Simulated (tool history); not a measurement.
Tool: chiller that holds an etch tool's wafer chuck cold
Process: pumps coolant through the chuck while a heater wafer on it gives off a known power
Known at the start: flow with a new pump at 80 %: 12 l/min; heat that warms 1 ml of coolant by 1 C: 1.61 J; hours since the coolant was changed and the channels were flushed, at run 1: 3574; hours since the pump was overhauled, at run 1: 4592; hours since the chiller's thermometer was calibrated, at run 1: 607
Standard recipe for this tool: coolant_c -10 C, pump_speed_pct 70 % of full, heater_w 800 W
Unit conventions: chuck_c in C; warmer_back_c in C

run    hour  coolant_c  pump_speed_pct  heater_w  hours since the coolant was changed and the channels were flushed  hours since the pump was overhauled  hours since the chiller's thermometer was calibrated  chuck_c  warmer_back_c
  1     0.0        -10              70       800                                                               3574                                 4592                                                   607     -2.3           2.87
  2   125.9        -10              70       590                                                               3700                                 4717                                                   733     -4.4           2.02
  3   273.7        -10              70       800                                                               3848                                 4865                                                   881     -2.3           2.78
  4   422.5        -10              70       766                                                               3997                                 5014                                                  1029     -2.7           2.66
  5   522.7        -10              70       800                                                               4097                                 5114                                                  1130     -2.2           2.74
  6   669.9        -10              97       800                                                               4244                                 5261                                                  1277     -3.8           1.91
  7   759.7        -10              61       800                                                               4334                                 5351                                                  1367     -1.7           3.08
  8   900.7        -10              95       800                                                               4475                                 5492                                                  1508     -3.7           1.93
  9   990.6        -10              70       800                                                               4565                                 5582                                                  1598     -2.5           2.70
 10  1123.1        -10              70       800                                                               4697                                 5715                                                  1730     -2.4           2.68
 11  1253.7         -6              70       800                                                               4828                                 5845                                                  1861      1.7           2.59
 12  1338.5         -6              70       800                                                               4913                                 5930                                                  1945      1.6           2.57
     1353.4  -- gauge calibrated
 13  1442.1         -2              80       800                                                               5016                                 6034                                                  2049      4.9           2.46
 14  1539.2         -2              80       800                                                               5114                                 6131                                                  2146      5.0           2.46
 15  1605.1         -2              80       800                                                               5180                                 6197                                                  2212      4.8           2.43

Run 16 is up next; what results do you expect?
 16  1757.6         -4              70       481                                                               5332                                 6349                                                  2365        ?              ?

{"run 16": {"chuck_c": 0.6, "warmer_back_c": 1.65}}
The same run, on a tool lacking any hidden state, would have yielded chuck_c 0.6 C, warmer_back_c 1.72 C.
